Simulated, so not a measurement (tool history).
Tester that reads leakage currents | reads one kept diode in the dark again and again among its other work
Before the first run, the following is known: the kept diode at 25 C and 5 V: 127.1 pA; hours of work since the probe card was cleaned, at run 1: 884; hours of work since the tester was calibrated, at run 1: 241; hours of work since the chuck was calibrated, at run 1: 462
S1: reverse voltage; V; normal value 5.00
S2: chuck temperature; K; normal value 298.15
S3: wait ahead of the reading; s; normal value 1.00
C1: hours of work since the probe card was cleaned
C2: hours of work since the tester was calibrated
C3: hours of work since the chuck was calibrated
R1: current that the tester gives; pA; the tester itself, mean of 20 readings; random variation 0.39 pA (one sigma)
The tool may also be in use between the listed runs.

run	hour	S1	S2	S3	C1	C2	C3	R1
1	0.0	5.00	298.15	1.00	884	241	462	128.12
2	22.3	5.00	298.15	1.00	896	252	473	128.53
3	51.7	2.12	298.15	1.00	911	267	488	90.95
4	83.9	2.12	298.15	1.00	927	283	505	91.43
5	102.0	2.12	298.15	1.00	937	293	514	91.45
6	130.0	2.12	298.15	1.00	951	307	528	91.99
7	148.1	2.12	298.15	1.00	960	316	538	90.89
8	163.4	16.26	301.15	0.34	968	324	545	261.25
9	183.6	15.90	298.15	0.62	978	335	556	204.23
10	207.1	5.00	319.15	3.13	990	347	568	547.16

Predict each of these 4 candidate next runs independently; none follows another, all start after run 10:
A	234.3	1.21	319.15	0.61	1004	360	582	?
B	234.3	1.80	298.15	0.44	1004	360	582	?
C	234.3	5.00	313.15	5.44	1004	360	582	?
D	234.3	6.47	299.15	0.41	1004	360	582	?

run	R1
A	316.26
B	85.96
C	367.30
D	154.20
Without the tool's hidden state the same runs would have given:
run	R1
A	316.52
B	86.03
C	367.58
D	154.28
